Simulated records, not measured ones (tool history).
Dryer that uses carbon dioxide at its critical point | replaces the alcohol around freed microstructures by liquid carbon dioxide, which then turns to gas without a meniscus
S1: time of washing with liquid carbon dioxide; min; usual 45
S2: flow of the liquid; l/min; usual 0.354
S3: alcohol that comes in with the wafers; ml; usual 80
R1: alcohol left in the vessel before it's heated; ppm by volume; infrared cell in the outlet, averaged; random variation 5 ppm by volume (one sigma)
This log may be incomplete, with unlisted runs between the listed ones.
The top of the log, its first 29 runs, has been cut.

Run 30, hour 290.7: usual settings but S1 31 min, S2 0.336 l/min. Result: R1 450 ppm by volume.
Run 31, hour 300.6: usual settings but S1 33 min, S3 50 ml. Result: R1 194 ppm by volume.
Run 32, hour 309.8: usual settings but S1 33 min, S3 50 ml. Result: R1 185 ppm by volume.
Run 33, hour 317.5: usual settings but S2 0.217 l/min. Result: R1 648 ppm by volume.
Run 34, hour 324: usual settings but S2 0.241 l/min. Result: R1 421 ppm by volume.
Run 35, hour 337.2: usual settings but S1 65 min, S2 0.411 l/min, S3 62 ml. Result: R1 48 ppm by volume.
Run 36, hour 351.5: usual settings but S1 50 min, S2 0.436 l/min, S3 62 ml. Result: R1 56 ppm by volume.
Run 37, hour 360.3: usual settings but S1 50 min, S2 0.436 l/min, S3 62 ml. Result: R1 61 ppm by volume.
Run 38, hour 374.5: usual settings but S1 50 min, S2 0.436 l/min, S3 62 ml. Result: R1 57 ppm by volume.
Run 39, hour 385.3: usual settings but S1 42 min, S2 0.294 l/min, S3 34 ml. Result: R1 151 ppm by volume.
Run 40, hour 398.5: usual settings but S1 42 min, S2 0.294 l/min, S3 34 ml. Result: R1 143 ppm by volume.
Run 41, hour 406.8: usual settings but S1 42 min, S2 0.294 l/min, S3 34 ml. Result: R1 147 ppm by volume.
Run 42, hour 420.1: usual settings but S1 42 min, S2 0.487 l/min, S3 34 ml. Result: R1 65 ppm by volume.
Run 43, hour 430.8: usual settings but S1 44 min, S2 0.242 l/min, S3 21 ml. Result: R1 184 ppm by volume.
Run 44, hour 442.1: usual settings but S1 44 min, S2 0.242 l/min, S3 21 ml. Result: R1 168 ppm by volume.
Run 45, hour 452.1: usual settings but S1 54 min, S2 0.268 l/min, S3 87 ml. Result: R1 152 ppm by volume.
Run 46, hour 460.2: usual settings but S3 51 ml. Result: R1 95 ppm by volume.

Consider 4 possible next runs. They are alternatives, not a sequence: every one starts from the tool as it was left by run 46. What does each give?
Run A, hour 472.5: usual settings but S2 0.242 l/min. Result: R1 ?.
Run B, hour 472.5: usual settings but S1 72 min, S2 0.254 l/min, S3 97 ml. Result: R1 ?.
Run C, hour 472.5: usual settings but S2 0.339 l/min, S3 54 ml. Result: R1 ?.
Run D, hour 472.5: usual settings but S2 0.53 l/min, S3 69 ml. Result: R1 ?.

run   R1
  A  476
  B   89
  C  101
  D   65
Without the tool's unlogged condition, the same runs would have read:
run   R1
  A  313
  B   18
  C   26
  D    1
